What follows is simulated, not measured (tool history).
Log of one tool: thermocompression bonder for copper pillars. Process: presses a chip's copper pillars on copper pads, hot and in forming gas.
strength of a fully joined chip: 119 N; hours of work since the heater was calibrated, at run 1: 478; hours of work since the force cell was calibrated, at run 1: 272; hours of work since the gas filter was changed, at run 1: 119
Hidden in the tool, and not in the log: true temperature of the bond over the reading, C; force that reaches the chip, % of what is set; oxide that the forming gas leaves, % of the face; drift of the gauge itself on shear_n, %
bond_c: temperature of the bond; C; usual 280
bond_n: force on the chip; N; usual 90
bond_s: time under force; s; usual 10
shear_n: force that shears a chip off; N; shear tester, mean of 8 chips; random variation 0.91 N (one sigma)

run   hour  bond_c  bond_n  bond_s  hours of work since the heater was calibrated  hours of work since the force cell was calibrated  hours of work since the gas filter was changed  shear_n
  1      0     280      90      10                                            478                                                272                                             119     84.6
  2    6.8     280      90      10                                            481                                                275                                             121     84.5
  3   20.7     280      90       5                                            487                                                281                                             127     68.4
      30.8  -- forming gas filter changed
  4     33     280      90      24                                            493                                                286                                               1    102.1
  5   46.6     280      90      24                                            498                                                292                                               7    102.9
  6   58.8     280      90      24                                            504                                                297                                              12    101.2
  7   70.8     280      90      24                                            509                                                303                                              17    101.3
  8   77.3     280      90      24                                            512                                                305                                              20    101.8
  9   90.2     280      90      24                                            517                                                311                                              26    101.1
 10  100.7     280      90      24                                            522                                                316                                              30    102.1
 11  114.3     280      90      24                                            528                                                322                                              36     99.3
 12  123.9     280      90      10                                            532                                                326                                              40     84.9
 13  136.2     280      90      10                                            537                                                331                                              46       84
 14    151     280      90      16                                            544                                                338                                              52     93.7
 15  165.3     280      90      29                                            550                                                344                                              58    104.7
 16  180.4     280      90      29                                            557                                                350                                              65    102.9
 17  192.5     280      90      29                                            562                                                356                                              70    103.5
 18  202.5     280      90      10                                            566                                                360                                              75     84.2
 19    210     280      86      10                                            570                                                363                                              78     81.3
 20  218.7     280      86      10                                            573                                                367                                              82     82.8
 21  231.4     309      95      10                                            579                                                372                                              87    105.8
     241.2  -- heater calibrated with a thermocouple chip
 22  244.4     300      96      13                                              1                                                377                                              92      107
 23  258.9     280     129      10                                              8                                                384                                              98    100.5
 24    271     280     129      10                                             13                                                389                                             104    100.5
 25  277.5     280      71      24                                             16                                                392                                             106     91.7
 26  285.2     280      90      10                                             19                                                395                                             110     83.7
 27  296.8     280      90      10                                             24                                                400                                             115     84.6
 28  311.5     280      74      10                                             31                                                406                                             121     74.1
 29  318.7     280      90       8                                             34                                                410                                             124     78.8
 30  328.3     280      90       8                                             38                                                414                                             128     77.5
     335.7  -- forming gas filter changed
 31  339.4     280      90       8                                             42                                                418                                               2     78.5
 32  351.6     280      90       8                                             48                                                424                                               7     78.3
 33  363.8     279      73       8                                             53                                                429                                              12     65.8
 34  372.5     288      73       9                                             57                                                433                                              16     77.9
 35  386.8     264      71      22                                             63                                                439                                              22     73.2
 36  401.7     264      71      22                                             70                                                445                                              29     74.9
 37  414.9     264      71      22                                             75                                                451                                              34     75.8
 38  425.4     264      71      22                                             80                                                456                                              39     74.3
 39  435.3     264      71      22                                             84                                                460                                              43     75.5
 40  442.8     264      71      22                                             87                                                463                                              47     72.7

4 ways to go on from here, each from the tool as it stands after run 40. What would each give?
  A  452.4     270      93       7                                             92                                                467                                              51        ?
  B  452.4     280      73      10                                             92                                                467                                              51        ?
  C  452.4     260     110      12                                             92                                                467                                              51        ?
  D  452.4     290      64      12                                             92                                                467                                              51        ?

run  shear_n
  A     70.3
  B     73.7
  C     81.5
  D     77.8
Without the tool's hidden state the same runs would have given:
run  shear_n
  A     70.7
  B     74.1
  C     81.9
  D     78.2
